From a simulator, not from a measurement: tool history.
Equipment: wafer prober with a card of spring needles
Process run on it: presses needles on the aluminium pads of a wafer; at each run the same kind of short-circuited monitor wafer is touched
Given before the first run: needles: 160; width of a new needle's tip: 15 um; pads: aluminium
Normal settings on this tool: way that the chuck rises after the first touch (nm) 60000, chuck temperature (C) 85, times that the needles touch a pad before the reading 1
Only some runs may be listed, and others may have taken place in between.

run,hour,way that the chuck rises after the first touch (nm),chuck temperature (C),times that the needles touch a pad before the reading,resistance of one needle with its contact and lead (mohm),way that a needle slides on the pad (nm)
1,0.0,60000,85,1,265,13330
2,8.3,68000,85,1,263,15120
# hour 12.6: tips cleaned on abrasive film
3,20.5,57000,85,1,270,12700
# hour 28.4: tips cleaned on abrasive film
4,35.0,76000,85,1,262,16950
# hour 44.6: tips cleaned on abrasive film
5,46.2,76000,85,1,263,16950
# hour 61.1: tips cleaned on abrasive film
6,61.1,76000,85,1,261,16940
7,72.2,76000,85,1,262,16960
# hour 78.0: tips cleaned on abrasive film
8,89.9,76000,85,1,263,16940
# hour 94.4: tips cleaned on abrasive film
9,99.0,76000,85,1,262,16990
10,109.6,60000,85,1,262,13420
# hour 111.2: tips cleaned on abrasive film
11,118.8,60000,85,1,266,13440
# hour 127.4: tips cleaned on abrasive film
12,135.5,58000,85,1,265,12980
# hour 144.7: tips cleaned on abrasive film
13,149.3,60000,85,1,265,13450
# hour 161.5: tips cleaned on abrasive film
14,163.7,60000,85,1,266,13430
15,173.8,60000,85,1,268,13450
# hour 177.6: tips cleaned on abrasive film
16,184.0,60000,85,1,267,13460
# hour 194.5: tips cleaned on abrasive film
17,194.8,60000,85,1,267,13460
# hour 210.6: tips cleaned on abrasive film
18,211.2,60000,44,1,253,13420
19,225.9,77000,95,1,266,17330
# hour 227.2: tips cleaned on abrasive film
20,238.1,77000,95,1,265,17330
# hour 243.4: tips cleaned on abrasive film
21,256.4,77000,95,1,264,17290
# hour 259.5: tips cleaned on abrasive film
22,270.5,52000,60,1,263,11700
# hour 276.1: tips cleaned on abrasive film
# hour 283.2: height of the first contact set anew
23,284.8,42000,44,2,259,9440
# hour 293.2: tips cleaned on abrasive film
24,298.2,60000,85,3,263,13560
# hour 309.9: tips cleaned on abrasive film
25,309.9,55000,86,1,272,12450
# hour 326.3: tips cleaned on abrasive film
26,326.5,55000,86,1,265,12400
27,341.1,55000,86,1,266,12450
# hour 342.2: tips cleaned on abrasive film
# hour 358.2: tips cleaned on abrasive film
28,359.0,40000,80,2,270,9020
29,368.1,51000,28,3,256,11570
# hour 374.0: tips cleaned on abrasive film
30,376.9,42000,61,2,262,9510
# hour 389.8: tips cleaned on abrasive film
31,390.4,42000,61,2,258,9490
32,399.1,60000,85,2,268,13570
# hour 405.5: tips cleaned on abrasive film
33,409.1,48000,44,2,255,10900
34,417.3,48000,64,2,262,10890

Had the tool no unlogged condition, and each run kept its random variation, what would the results have been?
Hidden conditions of the tool in this case: debris on the tips, nm; way that the needles fall short of the set height, um; tips' diameter, um; drift of the gauge itself on contact_mohm, %; drift of the gauge itself on scrub_um, %.
run,way that a needle slides on the pad (nm)
1,13330
2,15120
3,12690
4,16920
5,16910
6,16890
7,16900
8,16870
9,16910
10,13350
11,13360
12,12900
13,13360
14,13330
15,13340
16,13350
17,13340
18,13290
19,17140
20,17140
21,17080
22,11560
23,9310
24,13370
25,12270
26,12220
27,12250
28,8870
29,11370
30,9350
31,9320
32,13320
33,10700
34,10680
For resistance of one needle with its contact and lead (mohm), the value without the hidden state is never more than 1 from the measured value.
